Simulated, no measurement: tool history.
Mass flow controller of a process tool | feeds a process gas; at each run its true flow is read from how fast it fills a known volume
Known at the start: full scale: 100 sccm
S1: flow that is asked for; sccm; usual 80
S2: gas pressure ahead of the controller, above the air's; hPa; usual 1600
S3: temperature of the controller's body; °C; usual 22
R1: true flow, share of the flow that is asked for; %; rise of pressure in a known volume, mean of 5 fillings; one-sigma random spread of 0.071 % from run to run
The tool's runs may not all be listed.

{"run": 1, "hour": 0.0, "S1": 80, "S2": 1600, "S3": 22, "R1": 99.54}
{"run": 2, "hour": 35.0, "S1": 80, "S2": 1600, "S3": 22, "R1": 99.45}
{"run": 3, "hour": 101.2, "S1": 80, "S2": 1600, "S3": 22, "R1": 99.8}
{"run": 4, "hour": 145.9, "S1": 80, "S2": 1600, "S3": 22, "R1": 99.74}
{"run": 5, "hour": 223.6, "S1": 80, "S2": 1600, "S3": 22, "R1": 100.03}
{"run": 6, "hour": 304.6, "S1": 80, "S2": 1600, "S3": 22, "R1": 100.14}
{"run": 7, "hour": 363.2, "S1": 80, "S2": 1600, "S3": 22, "R1": 100.06}
{"run": 8, "hour": 403.2, "S1": 80, "S2": 1600, "S3": 22, "R1": 100.32}
{"run": 9, "hour": 438.7, "S1": 80, "S2": 1600, "S3": 22, "R1": 100.42}
{"run": 10, "hour": 505.6, "S1": 80, "S2": 1600, "S3": 22, "R1": 100.5}
{"run": 11, "hour": 562.3, "S1": 80, "S2": 2480, "S3": 22, "R1": 100.96}
{"run": 12, "hour": 626.1, "S1": 80, "S2": 1600, "S3": 22, "R1": 100.71}
{"run": 13, "hour": 694.9, "S1": 80, "S2": 2160, "S3": 22, "R1": 101.12}
{"run": 14, "hour": 774.6, "S1": 80, "S2": 2160, "S3": 22, "R1": 101.25}
{"run": 15, "hour": 829.3, "S1": 80, "S2": 2160, "S3": 22, "R1": 101.37}
{"run": 16, "hour": 866.8, "S1": 80, "S2": 2160, "S3": 22, "R1": 101.41}
{"run": 17, "hour": 935.5, "S1": 80, "S2": 2160, "S3": 22, "R1": 101.53}
{"run": 18, "hour": 969.4, "S1": 80, "S2": 2160, "S3": 22, "R1": 101.58}
{"run": 19, "hour": 1013.1, "S1": 80, "S2": 2160, "S3": 22, "R1": 101.78}
{"run": 20, "hour": 1070.3, "S1": 80, "S2": 2160, "S3": 22, "R1": 101.84}
{"run": 21, "hour": 1114.2, "S1": 25, "S2": 1600, "S3": 22, "R1": 99.76}
{"run": 22, "hour": 1161.8, "S1": 80, "S2": 1600, "S3": 25, "R1": 101.58}
{"run": 23, "hour": 1198.7, "S1": 80, "S2": 1600, "S3": 25, "R1": 101.53}

The next listed run, before its measurement:
{"run": 24, "hour": 1233.6, "S1": 42, "S2": 1600, "S3": 25, "R1": "?"}

For run 24 the tool returned R1 100.36 %.
Had the tool carried no hidden state, the very same run would have given R1 97.94 %.
